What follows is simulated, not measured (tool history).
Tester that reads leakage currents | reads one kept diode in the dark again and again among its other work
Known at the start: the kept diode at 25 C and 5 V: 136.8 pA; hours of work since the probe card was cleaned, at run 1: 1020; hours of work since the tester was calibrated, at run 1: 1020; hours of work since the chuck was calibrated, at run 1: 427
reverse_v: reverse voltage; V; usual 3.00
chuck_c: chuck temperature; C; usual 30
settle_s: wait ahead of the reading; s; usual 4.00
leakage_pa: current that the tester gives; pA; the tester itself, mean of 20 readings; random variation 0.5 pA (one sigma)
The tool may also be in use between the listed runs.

run	hour	reverse_v	chuck_c	settle_s	hours of work since the probe card was cleaned	hours of work since the tester was calibrated	hours of work since the chuck was calibrated	leakage_pa
1	0.0	3.00	30	4.00	1020	1020	427	159.33
2	161.9	3.00	30	4.00	1134	1134	540	156.26
# hour 304.9: chuck's temperature calibrated
3	311.0	3.00	30	0.93	1237	1237	4	170.24
4	453.7	3.00	30	0.93	1337	1337	104	168.46
5	551.0	3.00	30	0.93	1405	1405	172	167.17
6	619.1	3.00	30	0.93	1453	1453	220	165.78
7	767.3	3.00	30	0.93	1557	1557	324	165.78
# hour 929.1: probe card cleaned and baked
8	929.1	8.05	30	4.00	0	1668	435	233.92
# hour 942.1: tester calibrated
9	1040.6	6.24	35	4.79	77	69	512	308.28
10	1149.6	6.24	35	4.79	153	145	588	307.87
# hour 1221.8: chuck's temperature calibrated
11	1289.7	2.18	30	2.56	250	242	48	142.94
# hour 1378.9: tester calibrated, once more
12	1422.4	1.87	30	4.00	342	31	139	136.37
13	1523.7	15.36	25	8.38	412	101	210	216.73
14	1634.8	15.36	25	8.38	490	179	288	215.29
15	1774.5	1.28	30	4.69	588	277	386	113.82
16	1859.3	1.28	51	6.84	648	337	445	539.77

Forecast each of these 5 alternatives for the next run:
A	2004.4	3.00	30	0.51	749	438	547	?
B	2004.4	2.04	21	3.11	749	438	547	?
C	2004.4	1.14	26	6.84	749	438	547	?
D	2004.4	1.92	23	4.00	749	438	547	?
E	2004.4	1.28	25	6.84	749	438	547	?

run	leakage_pa
A	159.88
B	65.63
C	77.76
D	75.24
E	75.09
Without the tool's hidden state the same runs would have given:
run	leakage_pa
A	168.40
B	68.71
C	82.36
D	79.07
E	79.41
